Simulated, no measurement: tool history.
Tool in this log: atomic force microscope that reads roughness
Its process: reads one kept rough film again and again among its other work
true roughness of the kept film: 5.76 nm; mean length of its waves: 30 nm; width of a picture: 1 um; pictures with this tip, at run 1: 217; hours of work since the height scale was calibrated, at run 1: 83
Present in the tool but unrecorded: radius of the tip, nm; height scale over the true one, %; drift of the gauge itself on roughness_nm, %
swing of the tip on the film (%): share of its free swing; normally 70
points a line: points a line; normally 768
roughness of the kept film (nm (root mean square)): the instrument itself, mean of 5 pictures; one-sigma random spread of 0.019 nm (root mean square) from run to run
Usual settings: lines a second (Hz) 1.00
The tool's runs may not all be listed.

run   hour  lines a second (Hz)  swing of the tip on the film (%)  points a line  pictures with this tip  hours of work since the height scale was calibrated  roughness of the kept film (nm (root mean square))
  1    0.0                 1.00                                70            768                     217                                                   83                                               4.595
  2   10.4                 1.00                                70            768                     241                                                   90                                               4.624
  3   17.1                 1.00                                70            768                     256                                                   94                                               4.582
  4   25.3                 1.00                                70            768                     275                                                  100                                               4.590
      36.7  -- new tip fitted
  5   36.9                 1.00                                74            768                       0                                                  107                                               4.599
  6   45.7                 1.00                                70            768                      20                                                  113                                               4.595
  7   54.6                 0.79                                70            768                      40                                                  118                                               4.681
  8   65.6                 0.79                                70            768                      66                                                  126                                               4.669
  9   76.6                 0.79                                70            768                      91                                                  133                                               4.697
 10   83.9                 0.79                                70            768                     107                                                  138                                               4.673
 11   93.4                 1.00                                71            768                     129                                                  144                                               4.595
 12   98.4                 1.00                                71            768                     141                                                  147                                               4.609
 13  109.3                 1.00                                71            768                     165                                                  154                                               4.591
 14  116.2                 1.00                                70            768                     181                                                  159                                               4.608
 15  127.3                 1.00                                68            768                     207                                                  166                                               4.637
 16  135.3                 1.00                                68            375                     225                                                  171                                               4.587
 17  142.5                 1.00                                70            768                     241                                                  176                                               4.638
 18  149.8                 1.66                                73            652                     258                                                  181                                               4.409
 19  161.4                 1.66                                61            547                     285                                                  188                                               4.594
     168.5  -- new tip fitted
 20  172.8                 1.66                                61            547                       9                                                  195                                               4.627
 21  181.3                 1.66                                61            547                      29                                                  201                                               4.628
 22  192.6                 1.66                                64            940                      55                                                  208                                               4.564
 23  197.7                 1.66                                64            940                      66                                                  212                                               4.577
 24  207.5                 0.92                                62            768                      89                                                  218                                               4.749
 25  215.8                 0.92                                62            768                     108                                                  224                                               4.753
 26  221.1                 1.00                                58            373                     120                                                  227                                               4.674
 27  232.3                 1.00                                58            373                     145                                                  234                                               4.716
 28  239.0                 1.00                                82            435                     161                                                  239                                               4.351
 29  244.2                 0.75                                70            904                     173                                                  242                                               4.706
 30  254.0                 0.73                                71            768                     195                                                  249                                               4.667
 31  259.6                 0.73                                71            768                     208                                                  252                                               4.667
 32  267.0                 0.73                                71            768                     225                                                  257                                               4.658
 33  276.7                 0.73                                71            768                     247                                                  263                                               4.668
 34  282.1                 1.00                                70            705                     259                                                  267                                               4.582

Take each entry between the runs: how does the hidden state at the last listed run before it differ from the hidden state at the first listed run after it?
Runs 4 to 5: new tip fitted (hour 36.7)
  radius of the tip, nm: 7.2 -> 7
  measured minus no-state result, roughness of the kept film (nm (root mean square)): -0.017 -> -0.001
Runs 19 to 20: new tip fitted (hour 168.5)
  radius of the tip, nm: 7.2 -> 7
  measured minus no-state result, roughness of the kept film (nm (root mean square)): -0.019 -> -0.001

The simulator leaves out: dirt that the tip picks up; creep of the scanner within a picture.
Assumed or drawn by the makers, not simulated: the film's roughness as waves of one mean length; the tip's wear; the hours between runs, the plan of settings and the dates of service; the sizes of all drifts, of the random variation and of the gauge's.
